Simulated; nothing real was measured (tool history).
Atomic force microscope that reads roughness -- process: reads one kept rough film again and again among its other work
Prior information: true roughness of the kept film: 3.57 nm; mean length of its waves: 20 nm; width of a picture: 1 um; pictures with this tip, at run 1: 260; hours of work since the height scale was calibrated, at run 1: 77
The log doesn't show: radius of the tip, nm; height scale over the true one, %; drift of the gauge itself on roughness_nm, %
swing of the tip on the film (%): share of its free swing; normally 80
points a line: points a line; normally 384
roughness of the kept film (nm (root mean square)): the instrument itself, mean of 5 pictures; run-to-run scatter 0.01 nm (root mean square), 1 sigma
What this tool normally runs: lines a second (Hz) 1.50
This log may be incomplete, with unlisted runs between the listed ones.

| run | day | lines a second (Hz) | swing of the tip on the film (%) | points a line | pictures with this tip | hours of work since the height scale was calibrated | roughness of the kept film (nm (root mean square)) |
|---|---|---|---|---|---|---|---|
| 1 | 0.000 | 1.50 | 80 | 384 | 260 | 77 | 2.349 |
|  | 1.246 | new tip fitted |
| 2 | 2.412 | 2.57 | 80 | 384 | 51 | 120 | 2.220 |
| 3 | 3.604 | 2.57 | 80 | 384 | 103 | 141 | 2.208 |
| 4 | 6.142 | 1.98 | 80 | 384 | 213 | 187 | 2.271 |
|  | 8.525 | new tip fitted |
| 5 | 8.617 | 1.98 | 80 | 384 | 4 | 231 | 2.293 |
| 6 | 10.262 | 1.98 | 80 | 384 | 76 | 260 | 2.279 |
| 7 | 11.546 | 1.50 | 80 | 384 | 132 | 283 | 2.363 |
| 8 | 12.829 | 1.50 | 80 | 384 | 188 | 306 | 2.369 |
| 9 | 14.692 | 1.50 | 80 | 384 | 269 | 340 | 2.353 |
|  | 15.842 | new tip fitted |
| 10 | 16.796 | 1.50 | 80 | 384 | 42 | 377 | 2.347 |
| 11 | 18.779 | 1.50 | 80 | 384 | 128 | 412 | 2.354 |
| 12 | 20.067 | 1.50 | 79 | 263 | 184 | 435 | 2.303 |
| 13 | 21.554 | 3.67 | 79 | 309 | 249 | 462 | 2.085 |
|  | 23.046 | new tip fitted |
| 14 | 23.917 | 3.67 | 79 | 309 | 38 | 504 | 2.100 |
| 15 | 26.329 | 3.67 | 79 | 309 | 143 | 547 | 2.083 |
| 16 | 28.758 | 0.84 | 89 | 646 | 249 | 591 | 2.391 |
|  | 30.338 | new tip fitted |
| 17 | 31.092 | 0.84 | 89 | 646 | 33 | 632 | 2.403 |
| 18 | 32.392 | 0.84 | 89 | 646 | 89 | 655 | 2.402 |
| 19 | 33.925 | 2.61 | 72 | 526 | 156 | 683 | 2.342 |
| 20 | 35.542 | 2.61 | 72 | 526 | 227 | 712 | 2.328 |
| 21 | 37.200 | 2.88 | 68 | 503 | 299 | 742 | 2.366 |

Results per run with the tool's hidden condition removed, run-to-run variation unchanged:
| run | roughness of the kept film (nm (root mean square)) |
|---|---|
| 1 | 2.357 |
| 2 | 2.222 |
| 3 | 2.211 |
| 4 | 2.277 |
| 5 | 2.294 |
| 6 | 2.282 |
| 7 | 2.367 |
| 8 | 2.375 |
| 9 | 2.362 |
| 10 | 2.348 |
| 11 | 2.358 |
| 12 | 2.309 |
| 13 | 2.092 |
| 14 | 2.101 |
| 15 | 2.087 |
| 16 | 2.399 |
| 17 | 2.405 |
| 18 | 2.406 |
| 19 | 2.347 |
| 20 | 2.336 |
| 21 | 2.376 |

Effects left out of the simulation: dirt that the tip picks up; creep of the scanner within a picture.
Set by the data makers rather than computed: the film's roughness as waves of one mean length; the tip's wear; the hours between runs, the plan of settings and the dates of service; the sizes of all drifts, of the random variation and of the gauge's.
